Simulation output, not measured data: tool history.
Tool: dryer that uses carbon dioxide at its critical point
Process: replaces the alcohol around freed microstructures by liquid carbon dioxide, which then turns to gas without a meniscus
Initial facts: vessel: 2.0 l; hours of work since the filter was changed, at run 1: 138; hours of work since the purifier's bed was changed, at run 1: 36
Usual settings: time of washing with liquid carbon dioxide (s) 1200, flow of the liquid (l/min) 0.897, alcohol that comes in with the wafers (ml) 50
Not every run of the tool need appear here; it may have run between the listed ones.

| run | hour | time of washing with liquid carbon dioxide (s) | flow of the liquid (l/min) | alcohol that comes in with the wafers (ml) | hours of work since the filter was changed | hours of work since the purifier's bed was changed | alcohol left in the vessel before it's heated (ppm by volume) |
|---|---|---|---|---|---|---|---|
| 1 | 0.0 | 1200 | 0.897 | 50 | 138 | 36 | 37 |
| 2 | 4.6 | 1200 | 0.721 | 50 | 140 | 38 | 100 |
| 3 | 13.9 | 1200 | 0.721 | 50 | 145 | 43 | 104 |
| 4 | 21.2 | 1200 | 0.721 | 50 | 149 | 47 | 108 |
| 5 | 25.5 | 1200 | 0.721 | 50 | 151 | 49 | 113 |
| 6 | 32.8 | 1200 | 0.721 | 50 | 155 | 53 | 96 |
| 7 | 40.7 | 1200 | 0.721 | 50 | 159 | 57 | 106 |
| 8 | 47.8 | 1200 | 0.721 | 31 | 163 | 61 | 73 |
| 9 | 52.7 | 1200 | 0.556 | 50 | 165 | 63 | 354 |
| 10 | 58.7 | 1200 | 0.897 | 50 | 168 | 66 | 42 |
| 11 | 63.5 | 1200 | 0.897 | 50 | 171 | 69 | 43 |
| 12 | 73.1 | 1200 | 0.897 | 50 | 176 | 74 | 38 |
| 13 | 79.1 | 1200 | 0.897 | 50 | 179 | 77 | 46 |
| 14 | 84.5 | 1200 | 0.897 | 50 | 182 | 80 | 45 |
| 15 | 95.1 | 1200 | 0.897 | 50 | 187 | 85 | 49 |
| 16 | 102.5 | 1200 | 0.897 | 50 | 191 | 89 | 53 |
| 17 | 111.2 | 1200 | 0.897 | 50 | 196 | 94 | 47 |
| 18 | 119.3 | 1200 | 0.897 | 50 | 200 | 98 | 46 |
| 19 | 126.0 | 1200 | 0.897 | 50 | 203 | 101 | 50 |
| 20 | 133.2 | 1200 | 0.897 | 24 | 207 | 105 | 32 |
| 21 | 138.2 | 1200 | 0.897 | 24 | 210 | 108 | 29 |
| 22 | 148.3 | 1200 | 0.897 | 114 | 215 | 113 | 102 |
| 23 | 156.1 | 1200 | 0.897 | 22 | 219 | 117 | 31 |
| 24 | 165.3 | 1200 | 0.897 | 22 | 224 | 122 | 37 |
|  | 170.7 | inlet filter changed |
| 25 | 176.9 | 1200 | 0.625 | 21 | 3 | 127 | 78 |
| 26 | 182.6 | 1020 | 1.046 | 50 | 6 | 130 | 36 |
| 27 | 191.8 | 1020 | 1.265 | 44 | 11 | 135 | 28 |
| 28 | 202.4 | 1020 | 1.265 | 44 | 17 | 141 | 17 |
| 29 | 208.9 | 1380 | 0.755 | 34 | 20 | 144 | 26 |
| 30 | 213.6 | 840 | 0.840 | 50 | 22 | 147 | 219 |
| 31 | 219.5 | 840 | 0.840 | 50 | 25 | 150 | 216 |
| 32 | 227.1 | 1500 | 0.825 | 77 | 29 | 154 | 36 |
| 33 | 237.0 | 1680 | 0.877 | 23 | 35 | 159 | 18 |
| 34 | 244.8 | 1680 | 0.877 | 23 | 39 | 163 | 16 |
| 35 | 254.1 | 1680 | 0.877 | 23 | 43 | 168 | 18 |
| 36 | 260.2 | 1680 | 0.877 | 23 | 47 | 171 | 24 |
| 37 | 267.1 | 1500 | 0.786 | 22 | 50 | 174 | 25 |
| 38 | 276.7 | 1500 | 0.786 | 22 | 55 | 179 | 32 |
| 39 | 284.9 | 1500 | 0.786 | 22 | 60 | 184 | 23 |
| 40 | 291.1 | 1380 | 0.611 | 36 | 63 | 187 | 88 |
| 41 | 297.5 | 1440 | 0.768 | 60 | 66 | 190 | 37 |
| 42 | 307.4 | 1440 | 0.768 | 60 | 71 | 195 | 39 |
| 43 | 314.1 | 1440 | 0.768 | 60 | 75 | 199 | 51 |
| 44 | 324.0 | 1260 | 0.897 | 86 | 80 | 204 | 57 |
| 45 | 330.8 | 1260 | 0.897 | 86 | 83 | 208 | 53 |
| 46 | 338.8 | 1260 | 0.897 | 86 | 88 | 212 | 61 |
| 47 | 344.3 | 1020 | 1.031 | 115 | 91 | 215 | 91 |

Some steps in alcohol left in the vessel before it's heated (ppm by volume) between neighbouring runs. How much of each would the tool show without its hidden state too (settings, what came in, random variation), and how much is left for the hidden state, with any gauge scatter that isn't in both results?
Hidden state at play: flow that reaches the vessel past the clogged filter, %; alcohol in the recycled carbon dioxide, ppm; drift of the gauge itself on alcohol_ppm, %.
Run 8 -> 9: flow of the liquid (l/min) 0.721 -> 0.556, alcohol that comes in with the wafers (ml) 31 -> 50. alcohol left in the vessel before it's heated (ppm by volume) +281: hidden state +97, all else +184.
Run 9 -> 10: flow of the liquid (l/min) 0.556 -> 0.897. alcohol left in the vessel before it's heated (ppm by volume) -312: hidden state -108, all else -204.
Run 21 -> 22: alcohol that comes in with the wafers (ml) 24 -> 114. alcohol left in the vessel before it's heated (ppm by volume) +73: hidden state +38, all else +35.
Run 29 -> 30: time of washing with liquid carbon dioxide (s) 1380 -> 840, flow of the liquid (l/min) 0.755 -> 0.840, alcohol that comes in with the wafers (ml) 34 -> 50. alcohol left in the vessel before it's heated (ppm by volume) +193: hidden state +12, all else +181.

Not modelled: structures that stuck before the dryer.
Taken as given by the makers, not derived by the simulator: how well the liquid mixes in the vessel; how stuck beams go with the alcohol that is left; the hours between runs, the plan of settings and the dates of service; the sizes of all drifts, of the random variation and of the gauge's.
